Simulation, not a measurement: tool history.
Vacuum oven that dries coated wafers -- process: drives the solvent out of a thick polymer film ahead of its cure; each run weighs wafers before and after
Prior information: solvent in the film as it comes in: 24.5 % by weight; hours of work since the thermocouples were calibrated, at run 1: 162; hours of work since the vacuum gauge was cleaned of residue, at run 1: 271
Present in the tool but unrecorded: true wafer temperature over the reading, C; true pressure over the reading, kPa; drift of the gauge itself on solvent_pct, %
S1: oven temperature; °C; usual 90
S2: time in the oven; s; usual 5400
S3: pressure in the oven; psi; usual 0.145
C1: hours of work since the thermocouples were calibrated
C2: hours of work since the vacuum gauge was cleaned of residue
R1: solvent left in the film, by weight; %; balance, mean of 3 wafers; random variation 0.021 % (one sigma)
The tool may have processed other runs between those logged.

Run 1, hour 0.0: usual settings; C1 162; C2 271. Result: R1 1.39 %.
Run 2, hour 11.2: usual settings; C1 170; C2 279. Result: R1 1.39 %.
Run 3, hour 20.5: usual settings but S1 85 °C; C1 176; C2 286. Result: R1 2.76 %.
Run 4, hour 34.1: usual settings but S1 85 °C; C1 186; C2 295. Result: R1 2.73 %.
Run 5, hour 43.7: usual settings but S3 0.128 psi; C1 192; C2 302. Result: R1 1.33 %.
Run 6, hour 52.6: usual settings but S3 0.242 psi; C1 199; C2 308. Result: R1 1.69 %.
Run 7, hour 68.8: usual settings but S3 0.242 psi; C1 210; C2 319. Result: R1 1.67 %.
Run 8, hour 87.8: usual settings but S3 0.242 psi; C1 223; C2 332. Result: R1 1.67 %.
Run 9, hour 105.2: usual settings but S1 102 °C; C1 235; C2 345. Result: R1 0.33 %.
Run 10, hour 122.3: usual settings but S1 102 °C; C1 247; C2 356. Result: R1 0.39 %.
Run 11, hour 136.6: usual settings but S1 82 °C, S2 4020 s; C1 257; C2 366. Result: R1 5.63 %.
Run 12, hour 144.9: usual settings but S1 88 °C, S2 4020 s, S3 0.422 psi; C1 263; C2 372. Result: R1 3.92 %.
Run 13, hour 156.3: usual settings but S2 6840 s, S3 0.421 psi; C1 271; C2 380. Result: R1 1.74 %.
Run 14, hour 167.2: usual settings but S2 7440 s; C1 278; C2 388. Result: R1 0.78 %.
Run 15, hour 175.8: usual settings but S1 86 °C, S3 0.344 psi; C1 284; C2 394. Result: R1 3.05 %.
Run 16, hour 192.8: usual settings but S1 84 °C, S3 0.091 psi; C1 296; C2 406. Result: R1 2.85 %.
Run 17, hour 211.9: usual settings but S1 89 °C, S2 6360 s; C1 310; C2 419. Result: R1 1.14 %.
Run 18, hour 225.8: usual settings but S1 89 °C, S2 3780 s, S3 0.164 psi; C1 319; C2 429. Result: R1 3.06 %.
Run 19, hour 239.6: usual settings but S1 89 °C, S2 3780 s, S3 0.164 psi; C1 329; C2 438. Result: R1 3.01 %.
Run 20, hour 258.7: usual settings but S1 89 °C, S2 3780 s, S3 0.164 psi; C1 342; C2 451. Result: R1 3.03 %.

Consider 4 possible next runs. They are alternatives, not a sequence: every one starts from the tool as it was left by run 20. What does each give?
Run A, hour 278.0: usual settings but S1 76 °C, S2 3240 s, S3 0.126 psi; C1 356; C2 465. Result: R1 ?.
Run B, hour 278.0: usual settings but S1 89 °C, S3 0.209 psi; C1 356; C2 465. Result: R1 ?.
Run C, hour 278.0: usual settings but S1 98 °C, S2 3420 s, S3 0.231 psi; C1 356; C2 465. Result: R1 ?.
Run D, hour 278.0: usual settings but S1 82 °C; C1 356; C2 465. Result: R1 ?.

run    R1
  A  9.99
  B  1.77
  C  1.26
  D  3.74
Without the tool's hidden state the same runs would have given:
run     R1
  A  10.14
  B   1.79
  C   1.28
  D   3.84
